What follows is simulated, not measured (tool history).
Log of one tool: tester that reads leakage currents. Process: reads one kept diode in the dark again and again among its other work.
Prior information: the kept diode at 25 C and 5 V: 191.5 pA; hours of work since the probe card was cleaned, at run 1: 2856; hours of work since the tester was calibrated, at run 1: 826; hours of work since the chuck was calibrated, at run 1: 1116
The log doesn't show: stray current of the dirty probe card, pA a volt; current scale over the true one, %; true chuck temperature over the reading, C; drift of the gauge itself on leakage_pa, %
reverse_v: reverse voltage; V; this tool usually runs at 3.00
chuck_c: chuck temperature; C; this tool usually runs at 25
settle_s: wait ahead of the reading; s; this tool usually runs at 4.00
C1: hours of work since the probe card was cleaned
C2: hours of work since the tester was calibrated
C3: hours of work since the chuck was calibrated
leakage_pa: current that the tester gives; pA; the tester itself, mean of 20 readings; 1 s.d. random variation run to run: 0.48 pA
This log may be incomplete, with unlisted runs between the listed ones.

Run 1, hour 0.0: usual settings; C1 2856; C2 826; C3 1116. Result: leakage_pa 196.53 pA.
Run 2, hour 43.2: usual settings but reverse_v 2.09 V; C1 2877; C2 847; C3 1137. Result: leakage_pa 172.68 pA.
At hour 80.5: chuck's temperature calibrated.
At hour 95.3: probe card cleaned and baked.
Run 3, hour 95.3: usual settings but reverse_v 1.53 V; C1 0; C2 869; C3 6. Result: leakage_pa 123.74 pA.
Run 4, hour 143.0: usual settings but reverse_v 1.53 V; C1 23; C2 892; C3 28. Result: leakage_pa 124.25 pA.
Run 5, hour 167.3: usual settings but reverse_v 1.53 V; C1 34; C2 904; C3 40. Result: leakage_pa 124.33 pA.
Run 6, hour 213.4: usual settings; C1 57; C2 926; C3 62. Result: leakage_pa 159.79 pA.
Run 7, hour 242.5: usual settings but reverse_v 1.11 V; C1 70; C2 940; C3 76. Result: leakage_pa 110.89 pA.
Run 8, hour 269.6: usual settings but reverse_v 1.11 V; C1 83; C2 953; C3 89. Result: leakage_pa 111.76 pA.
Run 9, hour 308.8: usual settings but chuck_c 27 C; C1 102; C2 971; C3 108. Result: leakage_pa 192.45 pA.
Run 10, hour 334.0: usual settings but chuck_c 27 C; C1 114; C2 984; C3 120. Result: leakage_pa 195.02 pA.
Run 11, hour 357.7: usual settings but chuck_c 27 C; C1 126; C2 995; C3 131. Result: leakage_pa 193.84 pA.
Run 12, hour 386.9: usual settings but reverse_v 2.51 V; C1 140; C2 1009; C3 145. Result: leakage_pa 151.91 pA.
Run 13, hour 411.1: usual settings but reverse_v 2.51 V; C1 151; C2 1020; C3 157. Result: leakage_pa 151.75 pA.
Run 14, hour 434.2: usual settings but reverse_v 2.51 V; C1 162; C2 1032; C3 168. Result: leakage_pa 152.56 pA.
Run 15, hour 480.6: usual settings but reverse_v 2.51 V; C1 184; C2 1054; C3 190. Result: leakage_pa 153.92 pA.
Run 16, hour 505.2: usual settings; C1 196; C2 1065; C3 202. Result: leakage_pa 164.31 pA.
Run 17, hour 534.2: usual settings; C1 210; C2 1079; C3 216. Result: leakage_pa 164.76 pA.
Run 18, hour 564.8: usual settings; C1 225; C2 1094; C3 230. Result: leakage_pa 164.04 pA.
Run 19, hour 592.5: usual settings but settle_s 4.61 s; C1 238; C2 1107; C3 244. Result: leakage_pa 164.98 pA.
Run 20, hour 619.3: usual settings but settle_s 4.61 s; C1 251; C2 1120; C3 257. Result: leakage_pa 166.03 pA.
Run 21, hour 668.3: usual settings but reverse_v 3.27 V, chuck_c 51 C, settle_s 3.84 s; C1 274; C2 1144; C3 280. Result: leakage_pa 1525.81 pA.
Run 22, hour 695.8: usual settings but reverse_v 3.27 V, chuck_c 51 C, settle_s 3.84 s; C1 287; C2 1157; C3 293. Result: leakage_pa 1538.92 pA.
Run 23, hour 731.5: usual settings but reverse_v 3.27 V, chuck_c 51 C, settle_s 3.84 s; C1 305; C2 1174; C3 310. Result: leakage_pa 1536.51 pA.
Run 24, hour 759.8: usual settings but reverse_v 4.56 V, chuck_c 45 C, settle_s 0.56 s; C1 318; C2 1187; C3 324. Result: leakage_pa 1081.99 pA.
Run 25, hour 797.2: usual settings but reverse_v 3.07 V, chuck_c 21 C; C1 336; C2 1205; C3 342. Result: leakage_pa 116.53 pA.
Run 26, hour 823.6: usual settings but reverse_v 3.79 V, settle_s 5.19 s; C1 349; C2 1218; C3 354. Result: leakage_pa 182.52 pA.
Run 27, hour 848.6: usual settings but settle_s 1.04 s; C1 361; C2 1230; C3 366. Result: leakage_pa 167.68 pA.
Run 28, hour 874.5: usual settings but reverse_v 10.41 V, chuck_c 40 C, settle_s 1.07 s; C1 373; C2 1242; C3 379. Result: leakage_pa 990.97 pA.
Run 29, hour 903.8: usual settings but reverse_v 3.13 V, chuck_c 37 C, settle_s 7.89 s; C1 387; C2 1256; C3 393. Result: leakage_pa 493.92 pA.
Run 30, hour 938.2: usual settings but reverse_v 14.54 V, chuck_c 54 C, settle_s 0.55 s; C1 404; C2 1273; C3 409. Result: leakage_pa 3408.69 pA.
Run 31, hour 982.2: usual settings but reverse_v 4.16 V, chuck_c 47 C; C1 425; C2 1294; C3 430. Result: leakage_pa 1246.79 pA.
Run 32, hour 1014.4: usual settings but reverse_v 1.26 V, chuck_c 54 C, settle_s 2.57 s; C1 440; C2 1309; C3 446. Result: leakage_pa 1382.99 pA.
Run 33, hour 1041.4: usual settings but reverse_v 1.66 V, chuck_c 52 C, settle_s 5.78 s; C1 453; C2 1322; C3 459. Result: leakage_pa 1317.46 pA.
Run 34, hour 1084.9: usual settings but reverse_v 8.39 V, chuck_c 43 C, settle_s 1.94 s; C1 474; C2 1343; C3 479. Result: leakage_pa 1176.04 pA.
Run 35, hour 1107.1: usual settings but reverse_v 19.06 V, chuck_c 24 C, settle_s 2.94 s; C1 484; C2 1354; C3 490. Result: leakage_pa 313.88 pA.
Run 36, hour 1145.8: usual settings but chuck_c 46 C, settle_s 5.92 s; C1 503; C2 1372; C3 509. Result: leakage_pa 1030.94 pA.
Run 37, hour 1182.4: usual settings but reverse_v 7.18 V, chuck_c 29 C, settle_s 5.92 s; C1 520; C2 1390; C3 526. Result: leakage_pa 342.17 pA.
Run 38, hour 1221.2: usual settings but reverse_v 1.72 V, chuck_c 58 C, settle_s 6.06 s; C1 539; C2 1408; C3 545. Result: leakage_pa 2129.28 pA.
Run 39, hour 1252.5: usual settings but reverse_v 6.98 V, chuck_c 39 C, settle_s 0.37 s; C1 554; C2 1423; C3 560. Result: leakage_pa 805.69 pA.

Below, some changes in leakage_pa between adjacent runs. For each, the amount present without the hidden state too (settings, incoming material, random variation) and the amount remaining for the hidden state with gauge scatter not shared by both compared results:
Run 29 -> 30: reverse_v 3.13 -> 14.54, chuck_c 37 -> 54, settle_s 7.89 -> 0.55. leakage_pa +2914.77 pA: hidden state +139.83, all else +2774.94.
Run 30 -> 31: reverse_v 14.54 -> 4.16, chuck_c 54 -> 47, settle_s 0.55 -> 4.00. leakage_pa -2161.90 pA: hidden state -98.90, all else -2063.00.
Run 37 -> 38: reverse_v 7.18 -> 1.72, chuck_c 29 -> 58, settle_s 5.92 -> 6.06. leakage_pa +1787.11 pA: hidden state +107.38, all else +1679.73.
